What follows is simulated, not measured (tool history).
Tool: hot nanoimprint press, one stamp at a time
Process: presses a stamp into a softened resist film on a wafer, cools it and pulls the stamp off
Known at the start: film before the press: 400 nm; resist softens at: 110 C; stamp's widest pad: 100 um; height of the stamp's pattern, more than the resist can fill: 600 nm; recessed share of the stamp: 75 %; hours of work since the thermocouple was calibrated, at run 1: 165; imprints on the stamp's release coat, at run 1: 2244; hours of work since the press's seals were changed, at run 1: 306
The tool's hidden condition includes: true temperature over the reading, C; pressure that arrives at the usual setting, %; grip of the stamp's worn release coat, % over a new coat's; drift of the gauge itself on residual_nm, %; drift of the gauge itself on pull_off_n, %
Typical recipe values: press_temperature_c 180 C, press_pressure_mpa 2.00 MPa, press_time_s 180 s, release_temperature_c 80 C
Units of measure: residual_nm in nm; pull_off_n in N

| run | hour | press_temperature_c | press_pressure_mpa | press_time_s | release_temperature_c | hours of work since the thermocouple was calibrated | imprints on the stamp's release coat | hours of work since the press's seals were changed | residual_nm | pull_off_n |
|---|---|---|---|---|---|---|---|---|---|---|
| 1 | 0.0 | 180 | 2.00 | 180 | 80 | 165 | 2244 | 306 | 216.2 | 146 |
| 2 | 31.9 | 180 | 2.00 | 180 | 80 | 189 | 2420 | 331 | 216.5 | 148 |
|  | 45.8 | stamp cleaned and given a new release coat |
| 3 | 55.4 | 180 | 2.00 | 180 | 80 | 202 | 53 | 344 | 215.7 | 119 |
| 4 | 76.6 | 180 | 2.00 | 180 | 80 | 218 | 171 | 360 | 215.4 | 120 |
| 5 | 98.8 | 180 | 2.00 | 180 | 88 | 235 | 294 | 377 | 215.4 | 104 |
| 6 | 127.7 | 180 | 2.00 | 180 | 88 | 257 | 455 | 399 | 214.2 | 104 |
| 7 | 143.5 | 180 | 2.00 | 180 | 80 | 269 | 542 | 411 | 213.9 | 125 |
| 8 | 171.1 | 180 | 2.00 | 180 | 72 | 290 | 695 | 431 | 214.8 | 148 |
| 9 | 206.8 | 180 | 2.00 | 180 | 72 | 317 | 893 | 459 | 213.2 | 154 |
| 10 | 230.7 | 180 | 2.00 | 180 | 72 | 335 | 1026 | 477 | 214.8 | 158 |
| 11 | 248.2 | 191 | 2.00 | 180 | 72 | 348 | 1123 | 490 | 135.7 | 159 |
| 12 | 266.0 | 191 | 2.00 | 180 | 72 | 362 | 1222 | 503 | 137.9 | 159 |
| 13 | 295.5 | 180 | 2.00 | 180 | 80 | 384 | 1385 | 526 | 214.2 | 133 |
|  | 315.0 | plate thermocouple calibrated |
| 14 | 325.5 | 180 | 2.00 | 115 | 80 | 8 | 1534 | 546 | 250.1 | 141 |
| 15 | 357.9 | 180 | 2.00 | 115 | 80 | 32 | 1714 | 571 | 250.2 | 144 |
| 16 | 387.2 | 180 | 2.00 | 115 | 80 | 55 | 1877 | 593 | 250.5 | 146 |
| 17 | 408.5 | 180 | 2.00 | 190 | 76 | 71 | 1995 | 609 | 213.1 | 156 |
| 18 | 427.2 | 171 | 2.00 | 291 | 76 | 85 | 2099 | 623 | 264.0 | 167 |
| 19 | 446.0 | 180 | 2.26 | 129 | 73 | 99 | 2203 | 637 | 229.1 | 170 |
| 20 | 476.1 | 180 | 2.00 | 180 | 71 | 122 | 2370 | 660 | 216.9 | 184 |
|  | 500.2 | stamp cleaned and given a new release coat |
| 21 | 515.3 | 180 | 2.00 | 180 | 71 | 147 | 84 | 685 | 213.7 | 145 |
| 22 | 546.9 | 170 | 1.57 | 245 | 71 | 171 | 259 | 709 | 302.6 | 150 |
| 23 | 579.6 | 170 | 1.57 | 245 | 71 | 196 | 441 | 734 | 303.1 | 147 |
| 24 | 602.0 | 170 | 1.57 | 245 | 71 | 213 | 564 | 751 | 305.0 | 145 |
| 25 | 616.5 | 169 | 2.00 | 342 | 80 | 224 | 645 | 762 | 269.9 | 122 |
| 26 | 648.1 | 168 | 1.45 | 120 | 78 | 248 | 820 | 786 | 356.8 | 140 |
| 27 | 683.6 | 191 | 1.81 | 120 | 78 | 275 | 1017 | 813 | 168.7 | 138 |
| 28 | 714.7 | 180 | 2.41 | 180 | 80 | 298 | 1190 | 837 | 196.3 | 134 |
| 29 | 750.1 | 178 | 2.00 | 244 | 80 | 325 | 1386 | 863 | 207.7 | 132 |

Forecast each of these 4 alternatives for the next run:
| A | 783.0 | 170 | 2.00 | 222 | 84 | 350 | 1568 | 888 | ? | ? |
| B | 783.0 | 176 | 2.67 | 244 | 80 | 350 | 1568 | 888 | ? | ? |
| C | 783.0 | 180 | 2.00 | 320 | 80 | 350 | 1568 | 888 | ? | ? |
| D | 783.0 | 191 | 2.00 | 180 | 77 | 350 | 1568 | 888 | ? | ? |

| run | residual_nm | pull_off_n |
|---|---|---|
| A | 287.7 | 129 |
| B | 200.4 | 138 |
| C | 173.0 | 138 |
| D | 136.8 | 146 |
The same runs, with their run-to-run variation unchanged, on a tool lacking any hidden condition would have given:
| run | residual_nm | pull_off_n |
|---|---|---|
| A | 292.6 | 111 |
| B | 204.6 | 118 |
| C | 177.0 | 118 |
| D | 139.6 | 125 |
